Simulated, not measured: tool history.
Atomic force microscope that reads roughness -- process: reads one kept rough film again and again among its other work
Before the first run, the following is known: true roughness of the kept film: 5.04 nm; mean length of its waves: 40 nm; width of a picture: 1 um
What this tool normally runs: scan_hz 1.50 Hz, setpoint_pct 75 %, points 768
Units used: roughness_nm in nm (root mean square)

run	hour	scan_hz	setpoint_pct	points	roughness_nm
1	0.0	1.50	75	768	4.079
# hour 2.5: new tip fitted
2	20.3	1.50	75	768	4.218
3	35.3	1.50	75	768	4.153
# hour 57.8: new tip fitted
4	58.5	1.50	56	768	4.584
5	70.9	1.50	56	768	4.496
6	81.7	1.50	56	768	4.450
7	92.9	1.50	56	768	4.401
8	106.5	1.50	56	768	4.277
# hour 114.0: new tip fitted
9	117.1	1.50	56	311	4.535
10	135.6	1.50	56	311	4.460
11	147.2	0.61	75	768	4.350
12	160.4	0.61	75	531	4.275
# hour 169.9: new tip fitted
13	179.9	0.61	75	531	4.516
14	191.4	1.50	75	768	4.169

What will run 15 give?
15	212.2	0.80	68	542	?

roughness_nm: 4.340 nm (root mean square)
If the tool had no hidden condition, the same run with the same run-to-run variation would have returned roughness_nm 4.599 nm (root mean square).
